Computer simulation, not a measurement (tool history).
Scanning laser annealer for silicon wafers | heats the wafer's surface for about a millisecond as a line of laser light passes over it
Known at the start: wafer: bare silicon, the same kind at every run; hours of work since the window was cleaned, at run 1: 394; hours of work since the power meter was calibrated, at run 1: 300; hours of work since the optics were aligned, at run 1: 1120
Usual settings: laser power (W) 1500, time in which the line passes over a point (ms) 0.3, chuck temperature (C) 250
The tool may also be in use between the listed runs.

run,hour,laser power (W),time in which the line passes over a point (ms),chuck temperature (C),hours of work since the window was cleaned,hours of work since the power meter was calibrated,hours of work since the optics were aligned,highest temperature of the surface (C)
1,0,1500,0.3,250,394,300,1120,1011
2,47.2,1500,0.238,250,414,321,1140,931
3,94.8,1500,0.238,250,435,341,1160,930
4,165.7,1500,0.3,250,465,371,1190,1009
5,197.4,1500,0.3,251,478,384,1204,1009
6,270.1,1500,0.3,251,509,415,1235,1011
7,305.5,1500,0.3,250,524,430,1250,1007
8,365.7,1500,0.3,250,550,456,1276,1007
# hour 429.7: window over the wafer cleaned
9,431.3,1500,0.3,250,1,483,1303,1033
10,474,1496,0.3,250,19,501,1321,1030
11,510.5,1496,0.3,250,34,517,1336,1030
12,543.8,1500,0.3,250,49,531,1351,1030
13,606,1500,0.3,250,75,558,1377,1031
# hour 676.3: optics aligned, line set to its width
14,676.3,1500,0.3,250,103,585,0,1039
15,707.9,1480,0.283,241,116,599,13,996
16,756,1500,0.3,239,137,619,34,1024
# hour 764.9: laser's power meter calibrated
17,804.3,1445,0.266,237,156,17,53,950
18,840.5,1445,0.266,237,171,32,69,949
# hour 886.8: laser's power meter calibrated, once more
19,918,1437,0.3,236,203,13,100,986
20,970,1425,0.272,225,225,35,122,933
21,1021.5,1500,0.343,250,247,57,144,1081
22,1063.7,1497,0.3,263,265,75,162,1044
23,1128.6,1466,0.3,281,293,103,190,1045
24,1178.2,1431,0.313,227,314,124,211,981
25,1216.3,1577,0.216,243,330,140,227,945
26,1261.8,1577,0.216,243,350,160,247,941
27,1326,1577,0.216,243,377,187,274,943
28,1381.4,1589,0.37,218,400,211,298,1129

Forecast each of these 4 alternatives for the next run:
A,1444.4,1482,0.356,282,427,237,324,?
B,1444.4,1569,0.295,280,427,237,324,?
C,1444.4,1500,0.244,266,427,237,324,?
D,1444.4,1629,0.247,218,427,237,324,?

run,highest temperature of the surface (C)
A,1113
B,1085
C,966
D,991
Without the tool's hidden state the same runs would have given:
run,highest temperature of the surface (C)
A,1138
B,1109
C,987
D,1014

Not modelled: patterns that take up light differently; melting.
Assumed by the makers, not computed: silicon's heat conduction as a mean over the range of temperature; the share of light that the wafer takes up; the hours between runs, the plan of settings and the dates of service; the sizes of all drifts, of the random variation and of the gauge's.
